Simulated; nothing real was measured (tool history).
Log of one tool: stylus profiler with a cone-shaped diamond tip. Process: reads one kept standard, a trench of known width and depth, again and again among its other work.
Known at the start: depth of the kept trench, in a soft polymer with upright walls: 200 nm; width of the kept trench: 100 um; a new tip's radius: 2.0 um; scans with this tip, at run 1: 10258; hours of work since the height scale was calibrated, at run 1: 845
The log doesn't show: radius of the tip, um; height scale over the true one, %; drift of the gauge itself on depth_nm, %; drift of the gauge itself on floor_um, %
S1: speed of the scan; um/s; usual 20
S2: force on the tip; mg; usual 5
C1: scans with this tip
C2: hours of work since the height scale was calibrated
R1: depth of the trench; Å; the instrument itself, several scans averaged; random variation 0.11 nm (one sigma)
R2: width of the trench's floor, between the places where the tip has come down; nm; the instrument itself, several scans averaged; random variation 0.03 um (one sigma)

run 1 hour=0 | S1=20 S2=5 | C1=10258 C2=845 | R1=2032.6 R2=97560
run 2 hour=22.1 | S1=22 S2=5 | C1=10439 C2=860 | R1=2033.4 R2=97560
run 3 hour=57.9 | S1=22 S2=5 | C1=10731 C2=884 | R1=2032.4 R2=97550
run 4 hour=74.5 | S1=22 S2=5 | C1=10867 C2=895 | R1=2031.1 R2=97510
run 5 hour=91.3 | S1=22 S2=5 | C1=11004 C2=906 | R1=2031.7 R2=97580
run 6 hour=114 | S1=22 S2=5 | C1=11189 C2=922 | R1=2032.4 R2=97570
run 7 hour=139.6 | S1=22 S2=5 | C1=11399 C2=939 | R1=2031.7 R2=97490
run 8 hour=168.9 | S1=50 S2=5 | C1=11639 C2=959 | R1=2030.2 R2=97370
run 9 hour=207.6 | S1=50 S2=5 | C1=11955 C2=985 | R1=2032.1 R2=97320
run 10 hour=236.1 | S1=50 S2=5 | C1=12188 C2=1004 | R1=2030.7 R2=97320
run 11 hour=264.5 | S1=43 S2=5 | C1=12419 C2=1023 | R1=2030.5 R2=97370
run 12 hour=287.5 | S1=20 S2=5 | C1=12608 C2=1039 | R1=2029.2 R2=97410
run 13 hour=305 | S1=20 S2=3.57 | C1=12750 C2=1050 | R1=2023.9 R2=97460
run 14 hour=337.4 | S1=20 S2=3.57 | C1=13015 C2=1072 | R1=2022.1 R2=97440
run 15 hour=376.6 | S1=37 S2=6.49 | C1=13335 C2=1098 | R1=2037 R2=97400
run 16 hour=410.2 | S1=40 S2=6.05 | C1=13610 C2=1121 | R1=2036 R2=97300
run 17 hour=433.2 | S1=7 S2=9.54 | C1=13798 C2=1137 | R1=2048.7 R2=97410
run 18 hour=455.3 | S1=7 S2=9.54 | C1=13979 C2=1151 | R1=2048.7 R2=97470
run 19 hour=479.1 | S1=32 S2=9.54 | C1=14173 C2=1167 | R1=2050.3 R2=97370
run 20 hour=500 | S1=22 S2=12 | C1=14344 C2=1182 | R1=2061.1 R2=97360
run 21 hour=532 | S1=30 S2=1.86 | C1=14606 C2=1203 | R1=2011.4 R2=97250
run 22 hour=557.2 | S1=7 S2=1.86 | C1=14811 C2=1220 | R1=2010.8 R2=97400
run 23 hour=586.3 | S1=38 S2=4.7 | C1=15050 C2=1240 | R1=2026.6 R2=97250
run 24 hour=612.5 | S1=20 S2=7.79 | C1=15263 C2=1257 | R1=2041.2 R2=97350
run 25 hour=641.1 | S1=20 S2=7.79 | C1=15497 C2=1276 | R1=2042.1 R2=97260
run 26 hour=661.8 | S1=20 S2=7.79 | C1=15666 C2=1290 | R1=2040.7 R2=97310
run 27 hour=678.7 | S1=20 S2=7.79 | C1=15804 C2=1302 | R1=2040.2 R2=97290

The same runs without the tool's hidden state, with the same run-to-run variation:
run=1 R1=2039.3 R2=98150
run=2 R1=2040.2 R2=98160
run=3 R1=2039.4 R2=98170
run=4 R1=2038.2 R2=98130
run=5 R1=2038.8 R2=98210
run=6 R1=2039.7 R2=98210
run=7 R1=2039 R2=98140
run=8 R1=2037.7 R2=98030
run=9 R1=2039.8 R2=98000
run=10 R1=2038.5 R2=98010
run=11 R1=2038.5 R2=98080
run=12 R1=2037.2 R2=98130
run=13 R1=2032 R2=98180
run=14 R1=2030.3 R2=98170
run=15 R1=2045.6 R2=98160
run=16 R1=2044.7 R2=98060
run=17 R1=2057.6 R2=98190
run=18 R1=2057.7 R2=98250
run=19 R1=2059.4 R2=98160
run=20 R1=2070.4 R2=98160
run=21 R1=2020.5 R2=98070
run=22 R1=2020.1 R2=98220
run=23 R1=2036.1 R2=98080
run=24 R1=2050.9 R2=98190
run=25 R1=2052 R2=98110
run=26 R1=2050.6 R2=98180
run=27 R1=2050.2 R2=98170
